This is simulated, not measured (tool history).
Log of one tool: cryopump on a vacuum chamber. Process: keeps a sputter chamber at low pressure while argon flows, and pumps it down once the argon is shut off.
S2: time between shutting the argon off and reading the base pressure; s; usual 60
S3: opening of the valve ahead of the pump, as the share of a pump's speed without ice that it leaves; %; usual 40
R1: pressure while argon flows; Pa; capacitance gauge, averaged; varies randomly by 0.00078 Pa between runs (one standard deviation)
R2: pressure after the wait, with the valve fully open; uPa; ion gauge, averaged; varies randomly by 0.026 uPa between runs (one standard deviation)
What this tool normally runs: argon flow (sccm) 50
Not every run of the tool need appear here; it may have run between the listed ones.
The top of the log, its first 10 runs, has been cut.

Run 11, hour 498.2: usual settings but argon flow (sccm) 24, S2 130 s. Result: R1 0.0723 Pa, R2 0.87 uPa.
Run 12, hour 545.7: usual settings but argon flow (sccm) 24, S2 130 s. Result: R1 0.0730 Pa, R2 0.88 uPa.
Run 13, hour 603.2: usual settings but argon flow (sccm) 71. Result: R1 0.2189 Pa, R2 1.43 uPa.
Run 14, hour 679.4: usual settings. Result: R1 0.1568 Pa, R2 1.49 uPa.
Run 15, hour 761.6: usual settings. Result: R1 0.1586 Pa, R2 1.52 uPa.
Run 16, hour 799.5: usual settings. Result: R1 0.1588 Pa, R2 1.58 uPa.
Run 17, hour 858.5: usual settings. Result: R1 0.1615 Pa, R2 1.55 uPa.
Run 18, hour 905.5: usual settings but argon flow (sccm) 32, S2 65 s, S3 16 %. Result: R1 0.2471 Pa, R2 1.54 uPa.
Run 19, hour 954.7: usual settings but argon flow (sccm) 32, S2 65 s, S3 16 %. Result: R1 0.2480 Pa, R2 1.57 uPa.
Run 20, hour 997.6: usual settings but argon flow (sccm) 32, S2 65 s, S3 16 %. Result: R1 0.2485 Pa, R2 1.61 uPa.
At hour 1042.0: leaking fittings of the chamber tightened, without venting.
Run 21, hour 1044.0: usual settings but argon flow (sccm) 47, S2 65 s, S3 16 %. Result: R1 0.3676 Pa, R2 1.12 uPa.
At hour 1077.1: pump warmed up, emptied and cooled again.
Run 22, hour 1090.4: usual settings but argon flow (sccm) 47, S2 65 s, S3 16 %. Result: R1 0.3515 Pa, R2 1.09 uPa.
Run 23, hour 1141.7: usual settings but argon flow (sccm) 47, S2 65 s, S3 16 %. Result: R1 0.3546 Pa, R2 1.09 uPa.
Run 24, hour 1197.8: usual settings but argon flow (sccm) 23, S2 97 s, S3 17 %. Result: R1 0.1646 Pa, R2 0.82 uPa.
Run 25, hour 1236.4: usual settings but S2 48 s, S3 30 %. Result: R1 0.2046 Pa, R2 1.45 uPa.
Run 26, hour 1320.2: usual settings but argon flow (sccm) 30, S2 48 s, S3 30 %. Result: R1 0.1247 Pa, R2 1.44 uPa.
Run 27, hour 1401.6: usual settings but argon flow (sccm) 74, S2 48 s, S3 30 %. Result: R1 0.3093 Pa, R2 1.51 uPa.
Run 28, hour 1444.0: usual settings but argon flow (sccm) 74, S2 48 s, S3 30 %. Result: R1 0.3134 Pa, R2 1.46 uPa.
Run 29, hour 1519.0: usual settings but argon flow (sccm) 42, S2 87 s, S3 22 %. Result: R1 0.2404 Pa, R2 1.02 uPa.
Run 30, hour 1563.0: usual settings but argon flow (sccm) 42, S2 87 s, S3 22 %. Result: R1 0.2421 Pa, R2 1.06 uPa.
Run 31, hour 1622.9: usual settings but S2 126 s, S3 19 %. Result: R1 0.3326 Pa, R2 0.87 uPa.
Run 32, hour 1684.4: usual settings but S2 126 s, S3 19 %. Result: R1 0.3354 Pa, R2 0.92 uPa.
At hour 1712.2: pump warmed up, emptied and cooled again.
Run 33, hour 1732.7: usual settings but argon flow (sccm) 78, S2 62 s, S3 22 %. Result: R1 0.4283 Pa, R2 1.23 uPa.

Here are 4 independent what-if runs from the current tool condition. What would each one return?
Run A, hour 1790.6: usual settings but argon flow (sccm) 78, S2 56 s, S3 21 %. Result: R1 ?, R2 ?.
Run B, hour 1790.6: usual settings but argon flow (sccm) 78, S2 62 s, S3 15 %. Result: R1 ?, R2 ?.
Run C, hour 1790.6: usual settings but argon flow (sccm) 61, S2 114 s, S3 38 %. Result: R1 ?, R2 ?.
Run D, hour 1790.6: usual settings but S3 18 %. Result: R1 ?, R2 ?.

run      R1    R2
  A  0.4494  1.36
  B  0.6295  1.33
  C  0.1969  0.90
  D  0.3341  1.27
Stripped of hidden state, with their random variation kept, the same runs would have yielded:
run      R1    R2
  A  0.4426  1.16
  B  0.6227  1.13
  C  0.1916  0.70
  D  0.3298  1.07
